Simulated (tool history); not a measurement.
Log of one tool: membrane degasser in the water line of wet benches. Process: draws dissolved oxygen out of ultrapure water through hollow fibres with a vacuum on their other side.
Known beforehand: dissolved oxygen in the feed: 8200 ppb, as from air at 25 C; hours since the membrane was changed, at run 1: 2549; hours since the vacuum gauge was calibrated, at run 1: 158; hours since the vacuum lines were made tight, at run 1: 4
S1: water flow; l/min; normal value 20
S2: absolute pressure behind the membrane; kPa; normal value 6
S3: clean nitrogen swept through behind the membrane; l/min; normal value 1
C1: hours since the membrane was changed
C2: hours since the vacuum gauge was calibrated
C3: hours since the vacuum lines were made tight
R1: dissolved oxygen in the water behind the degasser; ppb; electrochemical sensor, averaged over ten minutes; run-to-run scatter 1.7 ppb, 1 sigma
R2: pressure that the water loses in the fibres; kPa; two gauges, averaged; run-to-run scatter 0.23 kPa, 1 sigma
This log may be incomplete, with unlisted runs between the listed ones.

run 1 day=0 | S1=20 S2=6 S3=1 | C1=2549 C2=158 C3=4 | R1=164.6 R2=59.4
run 2 day=4.046 | S1=20 S2=6 S3=1 | C1=2646 C2=255 C3=101 | R1=166.4 R2=59.64
run 3 day=6.096 | S1=29 S2=6 S3=1 | C1=2695 C2=305 C3=150 | R1=266.4 R2=86.52
run 4 day=8.304 | S1=20 S2=10.23 S3=1 | C1=2748 C2=358 C3=203 | R1=346.8 R2=60.13
run 5 day=12.467 | S1=20 S2=6 S3=1.58 | C1=2848 C2=457 C3=303 | R1=124.3 R2=59.52
run 6 day=15.567 | S1=25 S2=11.12 S3=1 | C1=2923 C2=532 C3=377 | R1=480.9 R2=74.72
run 7 day=17.562 | S1=18 S2=6.6 S3=1 | C1=2970 C2=580 C3=425 | R1=171.2 R2=53.93
run 8 day=20.471 | S1=15 S2=6 S3=2.34 | C1=3040 C2=650 C3=495 | R1=66 R2=45
run 9 day=22.896 | S1=14 S2=3.86 S3=2.92 | C1=3098 C2=708 C3=553 | R1=26.6 R2=41.81
run 10 day=25.05 | S1=20 S2=6 S3=0.55 | C1=3150 C2=760 C3=605 | R1=254 R2=59.59

Consider 4 possible next runs. They are alternatives, not a sequence: every one starts from the tool as it was left by run 10. What does each give?
run A day=28.942 | S1=27 S2=11.09 S3=1 | C1=3244 C2=853 C3=698 | R1=? R2=?
run B day=28.942 | S1=30 S2=9.16 S3=0.98 | C1=3244 C2=853 C3=698 | R1=? R2=?
run C day=28.942 | S1=20 S2=6 S3=0.55 | C1=3244 C2=853 C3=698 | R1=? R2=?
run D day=28.942 | S1=20 S2=3.91 S3=1 | C1=3244 C2=853 C3=698 | R1=? R2=?

run=A R1=512.4 R2=80.89
run=B R1=469.1 R2=89.61
run=C R1=254.4 R2=59.53
run=D R1=80.3 R2=59.47
Take away the tool's hidden state, keep each run's random variation, and the runs would have read:
run=A R1=501.4 R2=79.48
run=B R1=456.5 R2=88.04
run=C R1=244.2 R2=58.49
run=D R1=72.4 R2=58.43
